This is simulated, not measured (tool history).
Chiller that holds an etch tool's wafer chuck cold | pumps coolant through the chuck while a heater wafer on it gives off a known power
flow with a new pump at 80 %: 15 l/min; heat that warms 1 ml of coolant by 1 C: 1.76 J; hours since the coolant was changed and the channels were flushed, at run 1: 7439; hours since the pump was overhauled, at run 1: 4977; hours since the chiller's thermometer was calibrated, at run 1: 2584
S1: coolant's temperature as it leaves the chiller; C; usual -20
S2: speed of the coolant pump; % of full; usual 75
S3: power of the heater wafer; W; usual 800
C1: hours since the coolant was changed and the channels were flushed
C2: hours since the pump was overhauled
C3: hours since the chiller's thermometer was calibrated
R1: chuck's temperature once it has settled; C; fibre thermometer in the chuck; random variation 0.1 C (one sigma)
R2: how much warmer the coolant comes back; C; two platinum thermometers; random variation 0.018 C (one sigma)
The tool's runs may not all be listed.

run,hour,S1,S2,S3,C1,C2,C3,R1,R2
1,0.0,-20,75,800,7439,4977,2584,-12.3,1.98
2,149.7,-20,77,800,7589,5127,2734,-12.6,1.94
3,232.7,-20,77,800,7672,5210,2817,-12.1,1.92
4,326.4,-12,77,800,7766,5304,2911,-4.1,1.93
5,451.3,-20,75,800,7891,5429,3035,-12.2,1.97
6,543.5,-20,75,800,7983,5521,3128,-12.2,1.98
7,706.3,-20,75,800,8146,5684,3290,-12.2,2.02
8,809.3,-20,75,800,8249,5787,3393,-12.0,2.00
9,883.6,-20,75,800,8323,5861,3468,-12.1,1.98
10,1019.6,-20,75,800,8459,5997,3604,-11.9,2.01
11,1094.7,-20,75,800,8534,6072,3679,-12.0,1.98
12,1179.3,-20,72,800,8619,6157,3763,-11.8,2.08
13,1303.5,-20,72,800,8743,6281,3888,-11.6,2.07
# hour 1316.0: chiller's thermometer calibrated
14,1416.7,-20,72,800,8855,6393,101,-12.3,2.08
15,1505.2,-28,72,800,8944,6482,189,-20.0,2.07
16,1603.2,-20,74,541,9042,6580,287,-14.7,1.36
17,1733.3,-25,89,1080,9172,6710,417,-15.7,2.29
18,1816.3,-25,89,1080,9255,6793,500,-15.7,2.28
19,1949.0,-20,75,700,9387,6925,633,-13.0,1.75
20,2058.5,-20,75,700,9497,7035,742,-13.0,1.78
21,2138.9,-20,75,700,9577,7115,823,-13.1,1.74
22,2224.3,-13,81,850,9663,7201,908,-5.2,1.97
23,2324.4,-30,61,433,9763,7301,1008,-25.2,1.33
24,2444.2,-14,84,613,9883,7420,1128,-8.3,1.37
25,2607.6,-12,89,1113,10046,7584,1292,-2.1,2.36
26,2692.2,-12,89,1113,10131,7669,1376,-2.0,2.34
27,2853.3,-25,99,1189,10292,7830,1537,-15.1,2.29
28,2941.1,-17,89,1152,10379,7917,1625,-6.5,2.48
29,3065.3,-19,98,671,10504,8042,1749,-13.2,1.29
30,3224.3,-19,98,671,10663,8201,1908,-13.2,1.27

Some steps in R1 between neighbouring runs. How much of each would the tool show without its hidden state too (settings, what came in, random variation), and how much is left for the hidden state, with any gauge scatter that isn't in both results?
The hidden state here: heat passed by the chuck's channels, % of clean ones'; flow at a given pump speed, % of a new pump's; coolant's true temperature over the reading, C; drift of the gauge itself on chuck_c, C; drift of the gauge itself on warmer_back_c, C.
Run 16 -> 17: S1 -20 -> -25, S2 74 -> 89, S3 541 -> 1080. R1 -1.0 C: hidden state +0.8, all else -1.8.
Run 22 -> 23: S1 -13 -> -30, S2 81 -> 61, S3 850 -> 433. R1 -20.0 C: hidden state -0.7, all else -19.3.
Run 23 -> 24: S1 -30 -> -14, S2 61 -> 84, S3 433 -> 613. R1 +16.9 C: hidden state +0.3, all else +16.6.
Run 24 -> 25: S1 -14 -> -12, S2 84 -> 89, S3 613 -> 1113. R1 +6.2 C: hidden state +0.8, all else +5.4.
Run 26 -> 27: S1 -12 -> -25, S2 89 -> 99, S3 1113 -> 1189. R1 -13.1 C: hidden state +0.1, all else -13.2.
Run 28 -> 29: S1 -17 -> -19, S2 89 -> 98, S3 1152 -> 671. R1 -6.7 C: hidden state -1.0, all else -5.7.

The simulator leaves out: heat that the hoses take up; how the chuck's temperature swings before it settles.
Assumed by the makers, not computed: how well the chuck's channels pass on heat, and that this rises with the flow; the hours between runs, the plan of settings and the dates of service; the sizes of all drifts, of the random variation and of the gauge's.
